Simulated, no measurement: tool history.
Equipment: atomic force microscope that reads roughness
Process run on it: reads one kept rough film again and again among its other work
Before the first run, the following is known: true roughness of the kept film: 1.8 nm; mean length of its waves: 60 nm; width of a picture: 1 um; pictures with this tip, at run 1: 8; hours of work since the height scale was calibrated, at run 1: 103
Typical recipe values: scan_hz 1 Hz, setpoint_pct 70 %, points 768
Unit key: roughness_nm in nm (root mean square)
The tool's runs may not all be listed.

run     day  scan_hz  setpoint_pct  points  pictures with this tip  hours of work since the height scale was calibrated  roughness_nm
  1       0        1            70     768                       8                                                  103         1.742
  2   0.638     1.29            70     768                      30                                                  111         1.718
  3   1.275     1.29            70     768                      51                                                  119         1.713
  4   1.867     1.29            70     768                      71                                                  126          1.71
  5   2.354     1.29            70     768                      87                                                  132         1.706
  6   2.912     1.29            70     768                     106                                                  138         1.695
  7   3.629     1.29            70     768                     130                                                  147         1.689
  8   4.217     1.29            70     768                     149                                                  154         1.686
  9   4.558     1.29            70     768                     161                                                  158         1.683
       4.95  -- new tip fitted
 10   5.146     1.29            70     768                       6                                                  165         1.727
 11   5.783     1.29            70     768                      28                                                  173         1.724
 12   6.567        1            70     513                      54                                                  182         1.726
 13   7.229        1            70     632                      76                                                  190         1.713
 14   7.967        1            70     632                     101                                                  199         1.706
 15   8.721        1            70     632                     126                                                  208         1.697
      8.804  -- height scale calibrated on a step standard
 16   9.562     1.66            86     469                     153                                                    9           1.6
 17  10.138     1.01            86     309                     172                                                   16         1.643
     10.233  -- new tip fitted
 18  10.862     0.77            60     601                      21                                                   24          1.75
     11.342  -- height scale calibrated on a step standard, once more
 19   11.45        1            83     768                      40                                                    1           1.7
 20  12.017        1            83     768                      58                                                    8         1.681

What will run 21 give?
 21  12.483     0.65            59     558                      74                                                   14             ?

roughness_nm: 1.74 nm (root mean square)
Take away the tool's hidden state, keep the run-to-run variation as it was, and the same run would have given roughness_nm 1.761 nm (root mean square).
